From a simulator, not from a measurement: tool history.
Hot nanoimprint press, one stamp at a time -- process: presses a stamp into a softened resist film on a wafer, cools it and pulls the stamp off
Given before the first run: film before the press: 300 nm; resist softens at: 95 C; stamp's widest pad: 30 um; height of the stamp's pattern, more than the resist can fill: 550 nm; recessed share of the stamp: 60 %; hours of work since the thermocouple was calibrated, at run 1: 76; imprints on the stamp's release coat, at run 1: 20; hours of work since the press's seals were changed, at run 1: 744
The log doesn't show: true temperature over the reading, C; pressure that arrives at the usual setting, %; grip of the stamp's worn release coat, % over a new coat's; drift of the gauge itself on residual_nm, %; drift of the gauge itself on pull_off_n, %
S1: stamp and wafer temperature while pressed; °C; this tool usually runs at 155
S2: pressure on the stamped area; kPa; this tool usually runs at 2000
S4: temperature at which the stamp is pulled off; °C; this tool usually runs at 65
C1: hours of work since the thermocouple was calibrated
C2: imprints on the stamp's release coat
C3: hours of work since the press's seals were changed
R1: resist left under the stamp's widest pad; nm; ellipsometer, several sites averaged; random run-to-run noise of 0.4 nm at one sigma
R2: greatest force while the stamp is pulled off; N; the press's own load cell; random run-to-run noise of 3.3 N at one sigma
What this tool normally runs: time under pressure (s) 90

{"run": 1, "hour": 0.0, "S1": 155, "S2": 2000, "time under pressure (s)": 90, "S4": 65, "C1": 76, "C2": 20, "C3": 744, "R1": 116.1, "R2": 154}
{"run": 2, "hour": 26.3, "S1": 155, "S2": 2000, "time under pressure (s)": 90, "S4": 65, "C1": 92, "C2": 145, "C3": 760, "R1": 116.1, "R2": 160}
{"run": 3, "hour": 55.8, "S1": 155, "S2": 2000, "time under pressure (s)": 90, "S4": 65, "C1": 111, "C2": 286, "C3": 779, "R1": 115.6, "R2": 154}
{"run": 4, "hour": 91.3, "S1": 155, "S2": 2000, "time under pressure (s)": 90, "S4": 72, "C1": 133, "C2": 455, "C3": 801, "R1": 114.9, "R2": 130}
{"run": 5, "hour": 125.9, "S1": 155, "S2": 2000, "time under pressure (s)": 90, "S4": 72, "C1": 155, "C2": 619, "C3": 823, "R1": 114.5, "R2": 136}
{"run": 6, "hour": 157.1, "S1": 155, "S2": 2000, "time under pressure (s)": 90, "S4": 72, "C1": 175, "C2": 768, "C3": 843, "R1": 114.7, "R2": 134}
{"run": 7, "hour": 193.6, "S1": 155, "S2": 2400, "time under pressure (s)": 90, "S4": 72, "C1": 198, "C2": 942, "C3": 866, "R1": 101.8, "R2": 133}
{"run": 8, "hour": 224.4, "S1": 155, "S2": 2400, "time under pressure (s)": 90, "S4": 72, "C1": 218, "C2": 1088, "C3": 885, "R1": 101.6, "R2": 133}
{"run": 9, "hour": 245.0, "S1": 155, "S2": 2400, "time under pressure (s)": 90, "S4": 72, "C1": 231, "C2": 1186, "C3": 898, "R1": 102.2, "R2": 133}
{"run": 10, "hour": 284.6, "S1": 155, "S2": 2400, "time under pressure (s)": 90, "S4": 72, "C1": 256, "C2": 1375, "C3": 924, "R1": 101.7, "R2": 139}
{"run": 11, "hour": 306.5, "S1": 145, "S2": 2400, "time under pressure (s)": 90, "S4": 72, "C1": 269, "C2": 1479, "C3": 937, "R1": 161.4, "R2": 137}
{"run": 12, "hour": 340.0, "S1": 145, "S2": 2400, "time under pressure (s)": 133, "S4": 61, "C1": 291, "C2": 1638, "C3": 959, "R1": 142.6, "R2": 173}
{"hour": 351.6, "done": "gauge calibrated"}
{"hour": 360.4, "done": "stamp cleaned and given a new release coat"}
{"run": 13, "hour": 362.9, "S1": 145, "S2": 2400, "time under pressure (s)": 133, "S4": 61, "C1": 301, "C2": 12, "C3": 969, "R1": 146.3, "R2": 174}
{"run": 14, "hour": 386.9, "S1": 166, "S2": 1740, "time under pressure (s)": 156, "S4": 71, "C1": 316, "C2": 126, "C3": 984, "R1": 63.0, "R2": 140}
{"run": 15, "hour": 404.9, "S1": 164, "S2": 1740, "time under pressure (s)": 156, "S4": 71, "C1": 328, "C2": 212, "C3": 996, "R1": 68.7, "R2": 139}
{"run": 16, "hour": 433.9, "S1": 164, "S2": 3040, "time under pressure (s)": 141, "S4": 71, "C1": 346, "C2": 350, "C3": 1014, "R1": 51.0, "R2": 135}
{"run": 17, "hour": 468.0, "S1": 144, "S2": 2070, "time under pressure (s)": 176, "S4": 65, "C1": 368, "C2": 512, "C3": 1036, "R1": 150.3, "R2": 154}
{"run": 18, "hour": 500.1, "S1": 152, "S2": 1640, "time under pressure (s)": 74, "S4": 71, "C1": 388, "C2": 665, "C3": 1056, "R1": 155.1, "R2": 137}
{"run": 19, "hour": 538.8, "S1": 152, "S2": 1640, "time under pressure (s)": 74, "S4": 71, "C1": 413, "C2": 849, "C3": 1080, "R1": 155.1, "R2": 141}
{"run": 20, "hour": 577.1, "S1": 155, "S2": 1400, "time under pressure (s)": 90, "S4": 65, "C1": 437, "C2": 1031, "C3": 1105, "R1": 138.6, "R2": 161}

Predict each of these 4 candidate next runs independently; none follows another, all start after run 20:
{"run": "A", "hour": 594.4, "S1": 151, "S2": 1400, "time under pressure (s)": 50, "S4": 65, "C1": 448, "C2": 1114, "C3": 1116, "R1": "?", "R2": "?"}
{"run": "B", "hour": 594.4, "S1": 147, "S2": 2000, "time under pressure (s)": 74, "S4": 67, "C1": 448, "C2": 1114, "C3": 1116, "R1": "?", "R2": "?"}
{"run": "C", "hour": 594.4, "S1": 155, "S2": 2000, "time under pressure (s)": 58, "S4": 71, "C1": 448, "C2": 1114, "C3": 1116, "R1": "?", "R2": "?"}
{"run": "D", "hour": 594.4, "S1": 160, "S2": 2000, "time under pressure (s)": 51, "S4": 65, "C1": 448, "C2": 1114, "C3": 1116, "R1": "?", "R2": "?"}

run=A R1=193.4 R2=157
run=B R1=173.0 R2=158
run=C R1=132.4 R2=141
run=D R1=111.4 R2=160
Without the tool's hidden state the same runs would have given:
run=A R1=197.0 R2=155
run=B R1=176.1 R2=157
run=C R1=134.8 R2=139
run=D R1=113.4 R2=159
